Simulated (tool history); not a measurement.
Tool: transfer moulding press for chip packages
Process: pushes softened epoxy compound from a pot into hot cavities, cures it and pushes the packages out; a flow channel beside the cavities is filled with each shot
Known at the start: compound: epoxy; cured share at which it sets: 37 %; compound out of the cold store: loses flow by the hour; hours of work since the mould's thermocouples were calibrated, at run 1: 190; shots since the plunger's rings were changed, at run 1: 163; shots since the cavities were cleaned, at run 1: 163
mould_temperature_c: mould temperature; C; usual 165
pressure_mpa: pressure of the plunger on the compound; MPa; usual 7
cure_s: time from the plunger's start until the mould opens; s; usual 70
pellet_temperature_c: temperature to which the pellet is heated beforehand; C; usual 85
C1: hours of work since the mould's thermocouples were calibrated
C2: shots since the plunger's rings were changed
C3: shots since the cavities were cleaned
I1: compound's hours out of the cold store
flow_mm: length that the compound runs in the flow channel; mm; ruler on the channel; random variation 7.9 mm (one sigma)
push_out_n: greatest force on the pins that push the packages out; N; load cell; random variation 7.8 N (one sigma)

Run 1, hour 0: usual settings; C1 190; C2 163; C3 163; I1 36.4. Result: flow_mm 853 mm, push_out_n 321 N.
Run 2, hour 11.1: usual settings but cure_s 58 s; C1 197; C2 330; C3 330; I1 13.5. Result: flow_mm 929 mm, push_out_n 480 N.
Run 3, hour 17.9: usual settings; C1 201; C2 433; C3 433; I1 28.8. Result: flow_mm 866 mm, push_out_n 332 N.
Run 4, hour 29.6: usual settings but cure_s 96 s; C1 208; C2 610; C3 610; I1 18.7. Result: flow_mm 906 mm, push_out_n 269 N.
Run 5, hour 34.6: usual settings but cure_s 96 s; C1 211; C2 685; C3 685; I1 15. Result: flow_mm 917 mm, push_out_n 278 N.
Run 6, hour 42.4: usual settings but pellet_temperature_c 79 C; C1 216; C2 804; C3 804; I1 20.1. Result: flow_mm 900 mm, push_out_n 357 N.
Run 7, hour 54.3: usual settings but pressure_mpa 6.88 MPa; C1 224; C2 984; C3 984; I1 15.7. Result: flow_mm 918 mm, push_out_n 340 N.
Run 8, hour 59.4: usual settings but pressure_mpa 6.88 MPa; C1 227; C2 1061; C3 1061; I1 36.1. Result: flow_mm 836 mm, push_out_n 325 N.
At hour 66.5: cavities cleaned with cleaning compound and waxed.
Run 9, hour 71.1: usual settings but mould_temperature_c 158 C; C1 233; C2 1214; C3 69; I1 34.1. Result: flow_mm 885 mm, push_out_n 513 N.
Run 10, hour 78.4: usual settings but mould_temperature_c 158 C, pressure_mpa 8.14 MPa, cure_s 94 s; C1 238; C2 1324; C3 179; I1 10.9. Result: flow_mm 1057 mm, push_out_n 315 N.
Run 11, hour 87.9: usual settings but mould_temperature_c 158 C, pressure_mpa 5.23 MPa, cure_s 56 s; C1 243; C2 1468; C3 323; I1 21.4. Result: flow_mm 796 mm, push_out_n 875 N.
Run 12, hour 95.4: usual settings but mould_temperature_c 158 C, pressure_mpa 7.86 MPa, cure_s 87 s; C1 248; C2 1582; C3 437; I1 15.1. Result: flow_mm 1017 mm, push_out_n 360 N.
Run 13, hour 101.2: usual settings but mould_temperature_c 162 C, pellet_temperature_c 91 C; C1 252; C2 1669; C3 524; I1 17. Result: flow_mm 924 mm, push_out_n 392 N.
Run 14, hour 111.3: usual settings; C1 258; C2 1821; C3 676; I1 42.5. Result: flow_mm 815 mm, push_out_n 315 N.
Run 15, hour 121: usual settings but mould_temperature_c 167 C, pressure_mpa 7.17 MPa, cure_s 69 s; C1 264; C2 1968; C3 823; I1 20.6. Result: flow_mm 910 mm, push_out_n 307 N.
Run 16, hour 128.8: usual settings but mould_temperature_c 164 C, pellet_temperature_c 81 C; C1 269; C2 2086; C3 941; I1 16.2. Result: flow_mm 922 mm, push_out_n 354 N.
Run 17, hour 139.7: usual settings but pressure_mpa 5.29 MPa; C1 275; C2 2250; C3 1105; I1 46.3. Result: flow_mm 707 mm, push_out_n 313 N.
At hour 143.9: cavities cleaned with cleaning compound and waxed.
Run 18, hour 146.5: usual settings but pressure_mpa 8.01 MPa, cure_s 103 s, pellet_temperature_c 79 C; C1 279; C2 2330; C3 39; I1 15.2. Result: flow_mm 990 mm, push_out_n 281 N.

How the hidden state differs across the entries between the runs, from the last listed run before each to the first after it:
Between runs 8 and 9: cavities cleaned with cleaning compound and waxed (hour 66.5)
  pressure that reaches the compound, % of what is set: 99.95 -> 99.94; grip of the stained cavities, % over clean ones': 0.8 -> 0.1
Between runs 17 and 18: cavities cleaned with cleaning compound and waxed (hour 143.9)
  grip of the stained cavities, % over clean ones': 0.8 -> 0.1
